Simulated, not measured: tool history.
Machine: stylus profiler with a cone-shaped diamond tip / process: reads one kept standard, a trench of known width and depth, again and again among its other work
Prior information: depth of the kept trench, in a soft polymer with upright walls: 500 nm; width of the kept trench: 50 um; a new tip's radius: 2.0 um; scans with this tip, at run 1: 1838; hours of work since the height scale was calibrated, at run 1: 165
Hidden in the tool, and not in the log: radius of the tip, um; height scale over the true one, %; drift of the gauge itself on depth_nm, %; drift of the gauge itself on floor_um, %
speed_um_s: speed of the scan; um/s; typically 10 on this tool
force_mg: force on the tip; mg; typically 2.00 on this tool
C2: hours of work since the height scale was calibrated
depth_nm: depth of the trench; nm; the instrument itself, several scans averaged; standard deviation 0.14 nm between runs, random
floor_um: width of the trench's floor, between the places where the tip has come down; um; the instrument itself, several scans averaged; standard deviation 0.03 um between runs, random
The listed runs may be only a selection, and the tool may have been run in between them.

{"run": 1, "hour": 0.0, "speed_um_s": 10, "force_mg": 2.0, "scans with this tip": 1838, "C2": 165, "depth_nm": 503.54, "floor_um": 46.86}
{"run": 2, "hour": 49.7, "speed_um_s": 9, "force_mg": 2.0, "scans with this tip": 2104, "C2": 189, "depth_nm": 503.39, "floor_um": 46.74}
{"run": 3, "hour": 109.3, "speed_um_s": 9, "force_mg": 2.0, "scans with this tip": 2423, "C2": 217, "depth_nm": 503.33, "floor_um": 46.68}
{"run": 4, "hour": 169.1, "speed_um_s": 9, "force_mg": 2.0, "scans with this tip": 2743, "C2": 246, "depth_nm": 503.5, "floor_um": 46.59}
{"run": 5, "hour": 238.2, "speed_um_s": 27, "force_mg": 2.0, "scans with this tip": 3113, "C2": 279, "depth_nm": 503.31, "floor_um": 46.5}
{"hour": 247.6, "done": "height scale calibrated on a step standard"}
{"run": 6, "hour": 312.1, "speed_um_s": 10, "force_mg": 0.95, "scans with this tip": 3506, "C2": 31, "depth_nm": 501.7, "floor_um": 46.41}
{"run": 7, "hour": 399.1, "speed_um_s": 10, "force_mg": 0.95, "scans with this tip": 3972, "C2": 73, "depth_nm": 501.64, "floor_um": 46.33}
{"run": 8, "hour": 484.9, "speed_um_s": 10, "force_mg": 0.95, "scans with this tip": 4431, "C2": 114, "depth_nm": 501.4, "floor_um": 46.19}
{"hour": 516.7, "done": "height scale calibrated on a step standard, once more"}
{"run": 9, "hour": 570.5, "speed_um_s": 10, "force_mg": 2.05, "scans with this tip": 4887, "C2": 26, "depth_nm": 503.52, "floor_um": 46.11}
{"run": 10, "hour": 644.1, "speed_um_s": 10, "force_mg": 2.05, "scans with this tip": 5281, "C2": 61, "depth_nm": 503.44, "floor_um": 46.05}
{"run": 11, "hour": 723.1, "speed_um_s": 36, "force_mg": 3.55, "scans with this tip": 5704, "C2": 99, "depth_nm": 505.07, "floor_um": 45.83}
{"run": 12, "hour": 791.7, "speed_um_s": 36, "force_mg": 3.55, "scans with this tip": 6071, "C2": 132, "depth_nm": 505.16, "floor_um": 45.82}
{"run": 13, "hour": 841.5, "speed_um_s": 20, "force_mg": 1.09, "scans with this tip": 6338, "C2": 156, "depth_nm": 501.93, "floor_um": 45.69}
{"run": 14, "hour": 930.6, "speed_um_s": 7, "force_mg": 2.13, "scans with this tip": 6815, "C2": 199, "depth_nm": 503.53, "floor_um": 45.72}
{"run": 15, "hour": 1004.7, "speed_um_s": 7, "force_mg": 2.13, "scans with this tip": 7211, "C2": 234, "depth_nm": 503.45, "floor_um": 45.71}
{"run": 16, "hour": 1078.5, "speed_um_s": 30, "force_mg": 2.56, "scans with this tip": 7607, "C2": 269, "depth_nm": 503.62, "floor_um": 45.53}
{"run": 17, "hour": 1161.2, "speed_um_s": 30, "force_mg": 2.56, "scans with this tip": 8050, "C2": 309, "depth_nm": 503.72, "floor_um": 45.41}

Subtracting, for every run, the result it would have given without the tool's unlogged condition from the measured result gives the following. The same run-to-run variation enters both numbers; the gauge's scatter may not:
run=1 depth_nm=-0.11 floor_um=-0.46
run=2 depth_nm=-0.15 floor_um=-0.54
run=3 depth_nm=-0.19 floor_um=-0.62
run=4 depth_nm=-0.23 floor_um=-0.71
run=5 depth_nm=-0.28 floor_um=-0.79
run=6 depth_nm=-0.45 floor_um=-0.88
run=7 depth_nm=-0.52 floor_um=-0.98
run=8 depth_nm=-0.58 floor_um=-1.10
run=9 depth_nm=-0.01 floor_um=-1.20
run=10 depth_nm=-0.06 floor_um=-1.28
run=11 depth_nm=-0.13 floor_um=-1.37
run=12 depth_nm=-0.18 floor_um=-1.45
run=13 depth_nm=-0.22 floor_um=-1.50
run=14 depth_nm=-0.28 floor_um=-1.59
run=15 depth_nm=-0.34 floor_um=-1.67
run=16 depth_nm=-0.39 floor_um=-1.75
run=17 depth_nm=-0.45 floor_um=-1.84
